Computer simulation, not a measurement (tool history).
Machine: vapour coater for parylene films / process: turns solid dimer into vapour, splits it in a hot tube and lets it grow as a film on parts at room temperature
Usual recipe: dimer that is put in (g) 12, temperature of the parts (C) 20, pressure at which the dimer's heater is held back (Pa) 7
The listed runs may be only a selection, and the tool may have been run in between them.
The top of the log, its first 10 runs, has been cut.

run    hour  dimer that is put in (g)  temperature of the parts (C)  pressure at which the dimer's heater is held back (Pa)  thickness of the film (µm)
 11   404.2                        12                            20                                                       7                        4.41
 12   459.2                        18                            20                                                       7                        6.49
 13   495.9                        18                            20                                                       7                        6.61
 14   536.6                        14                            20                                                       7                        5.04
 15     598                        12                            20                                                       7                        4.32
 16   627.1                        12                            20                                                       7                        4.32
 17     689                         9                            13                                                       7                        3.74
 18   724.4                        18                            25                                                    7.99                        5.77
 19   762.8                        18                            25                                                    7.99                        5.83
 20   790.8                        18                            25                                                    7.99                        5.92
      848.4  -- trap's valve overhauled
 21   848.4                        16                            20                                                    2.65                        6.24
 22   889.4                        16                            20                                                    2.31                        6.39
 23     947                        16                            20                                                    2.31                        6.41
 24  1008.6                        16                            20                                                    2.31                        6.31
 25  1062.6                        16                            20                                                    4.52                        6.01
 26  1096.3                         8                            29                                                    2.45                        2.65
 27  1144.3                        12                            22                                                    2.18                        4.54
 28  1174.3                        12                            22                                                    2.18                        4.52
 29  1225.8                         9                            22                                                    2.22                        3.42
 30  1272.8                         7                            22                                                   10.65                        2.35
 31  1313.6                        16                            20                                                    4.28                        5.99

Predict each of these 4 candidate next runs independently; none follows another, all start after run 31:
  A  1372.1                        16                            14                                                    11.2                           ?
  B  1372.1                         5                            29                                                    5.19                           ?
  C  1372.1                         5                            17                                                    4.28                           ?
  D  1372.1                        12                            20                                                       7                           ?

run  thickness of the film (µm)
  A                        6.28
  B                        1.51
  C                           2
  D                        4.38
With no hidden state in the tool, these same runs would have given:
run  thickness of the film (µm)
  A                        6.32
  B                        1.52
  C                        2.01
  D                         4.4

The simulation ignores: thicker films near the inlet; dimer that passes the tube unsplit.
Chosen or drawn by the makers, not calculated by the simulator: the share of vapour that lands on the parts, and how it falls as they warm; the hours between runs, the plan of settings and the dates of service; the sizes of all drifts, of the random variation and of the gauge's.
